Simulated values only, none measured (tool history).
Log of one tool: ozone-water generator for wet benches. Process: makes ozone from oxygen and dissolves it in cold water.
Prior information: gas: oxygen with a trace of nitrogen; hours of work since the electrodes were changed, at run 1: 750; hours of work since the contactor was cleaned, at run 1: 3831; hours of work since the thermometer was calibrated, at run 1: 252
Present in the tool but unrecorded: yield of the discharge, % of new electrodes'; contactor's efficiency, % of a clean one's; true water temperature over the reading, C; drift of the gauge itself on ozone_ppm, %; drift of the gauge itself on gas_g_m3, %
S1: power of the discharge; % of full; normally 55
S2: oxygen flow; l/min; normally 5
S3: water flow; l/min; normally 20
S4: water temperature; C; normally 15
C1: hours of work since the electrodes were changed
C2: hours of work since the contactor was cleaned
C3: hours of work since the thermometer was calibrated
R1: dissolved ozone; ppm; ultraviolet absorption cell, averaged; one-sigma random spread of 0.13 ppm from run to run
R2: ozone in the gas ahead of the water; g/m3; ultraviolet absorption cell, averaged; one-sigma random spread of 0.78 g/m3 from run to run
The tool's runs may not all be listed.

Run 1, hour 0: usual settings; C1 750; C2 3831; C3 252. Result: R1 13.8 ppm, R2 117.3 g/m3.
Run 2, hour 88: usual settings but S1 56 % of full; C1 831; C2 3912; C3 333. Result: R1 13.9 ppm, R2 117.4 g/m3.
Run 3, hour 141.1: usual settings but S1 56 % of full; C1 880; C2 3961; C3 382. Result: R1 14 ppm, R2 119.4 g/m3.
Run 4, hour 190.4: usual settings but S1 56 % of full; C1 925; C2 4006; C3 427. Result: R1 13.9 ppm, R2 119.5 g/m3.
Run 5, hour 260.2: usual settings but S4 8 C; C1 990; C2 4071; C3 492. Result: R1 15 ppm, R2 116.8 g/m3.
Run 6, hour 334.5: usual settings; C1 1058; C2 4139; C3 560. Result: R1 13.5 ppm, R2 116.5 g/m3.
Run 7, hour 381.3: usual settings; C1 1101; C2 4182; C3 603. Result: R1 13.4 ppm, R2 115.9 g/m3.
Run 8, hour 432.4: usual settings but S3 16 l/min; C1 1148; C2 4229; C3 650. Result: R1 16.2 ppm, R2 115.4 g/m3.
At hour 440.8: water thermometer calibrated.
Run 9, hour 531.6: usual settings but S3 14 l/min, S4 13 C; C1 1239; C2 4320; C3 84. Result: R1 18.8 ppm, R2 115.5 g/m3.
Run 10, hour 615: usual settings but S2 8.38 l/min, S4 10 C; C1 1316; C2 4397; C3 161. Result: R1 14.7 ppm, R2 89.3 g/m3.
Run 11, hour 687.4: usual settings but S2 3.83 l/min; C1 1383; C2 4464; C3 227. Result: R1 13.1 ppm, R2 133.6 g/m3.
Run 12, hour 778: usual settings but S2 4.83 l/min, S4 7 C; C1 1467; C2 4548; C3 311. Result: R1 14.5 ppm, R2 118.3 g/m3.
Run 13, hour 858.4: usual settings but S2 4.83 l/min, S3 28 l/min, S4 7 C; C1 1541; C2 4622; C3 385. Result: R1 10.3 ppm, R2 118.1 g/m3.
Run 14, hour 902.8: usual settings but S2 7.72 l/min, S3 28 l/min, S4 7 C; C1 1582; C2 4663; C3 426. Result: R1 11.1 ppm, R2 90.4 g/m3.
Run 15, hour 964.2: usual settings but S1 46 % of full, S4 14 C; C1 1638; C2 4719; C3 483. Result: R1 11.5 ppm, R2 99.7 g/m3.

Consider 5 possible next runs. They are alternatives, not a sequence: every one starts from the tool as it was left by run 15. What does each give?
At hour 1042.8: water thermometer calibrated, once more.
Run A, hour 1062.4: usual settings but S1 46 % of full, S2 3.11 l/min, S4 10 C; C1 1729; C2 4810; C3 18. Result: R1 ?, R2 ?.
At hour 1042.8: water thermometer calibrated, once more.
Run B, hour 1062.4: usual settings but S1 45 % of full, S4 7 C; C1 1729; C2 4810; C3 18. Result: R1 ?, R2 ?.
At hour 1042.8: water thermometer calibrated, once more.
Run C, hour 1062.4: usual settings but S1 46 % of full, S2 4.27 l/min, S4 8 C; C1 1729; C2 4810; C3 18. Result: R1 ?, R2 ?.
At hour 1042.8: water thermometer calibrated, once more.
Run D, hour 1062.4: usual settings but S1 72 % of full, S3 15 l/min, S4 10 C; C1 1729; C2 4810; C3 18. Result: R1 ?, R2 ?.
At hour 1042.8: water thermometer calibrated, once more.
Run E, hour 1062.4: usual settings but S1 46 % of full, S2 8.62 l/min, S4 14 C; C1 1729; C2 4810; C3 18. Result: R1 ?, R2 ?.

run    R1     R2
  A  11.1  125.9
  B  12.4   97.1
  C  12.2    108
  D  22.7  145.2
  E  11.4     74
With the hidden condition removed and each run's random variation left untouched, the same runs would have given:
run    R1     R2
  A  12.1  130.8
  B  13.5  100.7
  C  13.3  112.1
  D    25  154.4
  E  12.4   76.8
